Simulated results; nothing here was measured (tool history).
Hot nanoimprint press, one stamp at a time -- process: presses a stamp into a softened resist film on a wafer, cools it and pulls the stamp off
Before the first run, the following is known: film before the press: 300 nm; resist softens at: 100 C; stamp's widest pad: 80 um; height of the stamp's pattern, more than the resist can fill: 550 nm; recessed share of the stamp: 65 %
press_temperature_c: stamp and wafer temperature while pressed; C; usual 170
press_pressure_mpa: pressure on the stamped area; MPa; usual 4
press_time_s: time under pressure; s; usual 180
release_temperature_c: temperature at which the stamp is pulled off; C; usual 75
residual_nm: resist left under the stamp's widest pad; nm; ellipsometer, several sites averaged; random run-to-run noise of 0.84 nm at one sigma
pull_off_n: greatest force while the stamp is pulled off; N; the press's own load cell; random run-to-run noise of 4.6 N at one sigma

run,day,press_temperature_c,press_pressure_mpa,press_time_s,release_temperature_c,residual_nm,pull_off_n
1,0,170,4,180,75,119.9,262
2,1.15,170,4,263,75,104.7,275
3,1.912,170,4,263,75,106,272
4,3.083,170,4,180,68,122.2,310
# day 3.608: plate thermocouple calibrated
5,3.758,170,4,180,64,123.4,334
6,4.758,170,4,180,64,123.7,346
7,5.708,170,4,180,75,123.9,296
# day 6.383: stamp cleaned and given a new release coat
8,6.538,170,4,126,75,140.6,230
9,7.317,170,4,180,65,125.7,278
10,8.058,170,4,180,65,124.8,284
11,8.671,170,4,180,65,125.9,283
12,9.429,170,4,180,65,124.5,280
# day 9.808: plate thermocouple calibrated, once more
13,10.596,170,4,180,65,117.2,284
14,11.383,170,4,180,65,117,285
15,12.142,182,4,312,75,59.6,258
16,12.638,164,3.15,213,75,157.3,251
17,13.792,164,3.15,213,75,158.6,256
18,14.679,165,4.18,297,68,118.5,293
19,15.425,169,3.81,167,71,128.7,284
20,16.317,169,3.81,167,71,130.2,288
21,17.392,179,4,180,69,83.8,302
22,18.096,170,5.02,98,70,134.1,304
23,18.929,169,2.93,224,70,134.4,301
# day 19.788: stamp cleaned and given a new release coat
24,20.325,169,5.83,224,70,95.4,239
25,21.142,169,5.83,224,70,96.9,242
26,21.767,159,2.74,139,73,220.8,242

Per-run results on a tool with no hidden state, each run keeping its own random variation:
The tool's hidden condition here consists of: true temperature over the reading, C; pressure that arrives at the usual setting, %; grip of the stamp's worn release coat, % over a new coat's; drift of the gauge itself on residual_nm, %; drift of the gauge itself on pull_off_n, %.
run,residual_nm,pull_off_n
1,112.3,221
2,97.4,226
3,98.3,221
4,113.1,245
5,113,262
6,112.9,266
7,112.7,222
8,128.2,223
9,113.8,265
10,112.7,266
11,113.4,261
12,111.7,255
13,113.2,260
14,112.7,255
15,57.1,227
16,152.1,219
17,152.8,217
18,112.5,244
19,122.5,233
20,123.5,232
21,79,239
22,125.3,236
23,127.3,230
24,87.1,233
25,88.2,231
26,211.5,228

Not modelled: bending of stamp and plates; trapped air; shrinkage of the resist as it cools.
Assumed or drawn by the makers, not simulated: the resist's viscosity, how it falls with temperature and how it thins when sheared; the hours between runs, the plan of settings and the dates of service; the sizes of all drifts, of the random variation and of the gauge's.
